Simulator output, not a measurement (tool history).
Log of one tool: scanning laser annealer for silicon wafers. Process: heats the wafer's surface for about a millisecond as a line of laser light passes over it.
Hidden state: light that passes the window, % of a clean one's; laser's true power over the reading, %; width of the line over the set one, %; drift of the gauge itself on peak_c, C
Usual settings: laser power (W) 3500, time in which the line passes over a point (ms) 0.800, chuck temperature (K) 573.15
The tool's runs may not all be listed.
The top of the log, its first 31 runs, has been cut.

run,hour,laser power (W),time in which the line passes over a point (ms),chuck temperature (K),hours of work since the window was cleaned,hours of work since the power meter was calibrated,hours of work since the optics were aligned,highest temperature of the surface (K)
32,590.5,3705,0.800,573.15,760,535,121,1472.15
33,608.3,3438,0.834,607.15,773,549,135,1452.15
# hour 616.1: window over the wafer cleaned
34,626.3,3438,0.834,607.15,8,561,147,1455.15
35,641.6,3438,0.834,607.15,20,573,159,1451.15
36,652.9,3572,0.677,573.15,28,581,168,1361.15
37,668.8,3067,0.706,581.15,41,594,180,1259.15
38,679.9,3067,0.706,542.15,49,602,188,1222.15
39,696.0,3067,0.706,542.15,61,615,201,1220.15
40,710.5,3550,0.802,560.15,73,626,212,1418.15
41,728.6,3550,0.802,560.15,87,640,226,1418.15

Branching from run 41: 4 alternative next runs. What would each branch give?
A,751.7,3810,0.802,560.15,104,657,244,?
B,751.7,3550,0.895,564.15,104,657,244,?
C,751.7,3567,0.802,560.15,104,657,244,?
D,751.7,3500,0.569,591.15,104,657,244,?

run,highest temperature of the surface (K)
A,1493.15
B,1473.15
C,1420.15
D,1291.15
With no hidden state in the tool, these same runs would have given:
run,highest temperature of the surface (K)
A,1493.15
B,1473.15
C,1420.15
D,1291.15
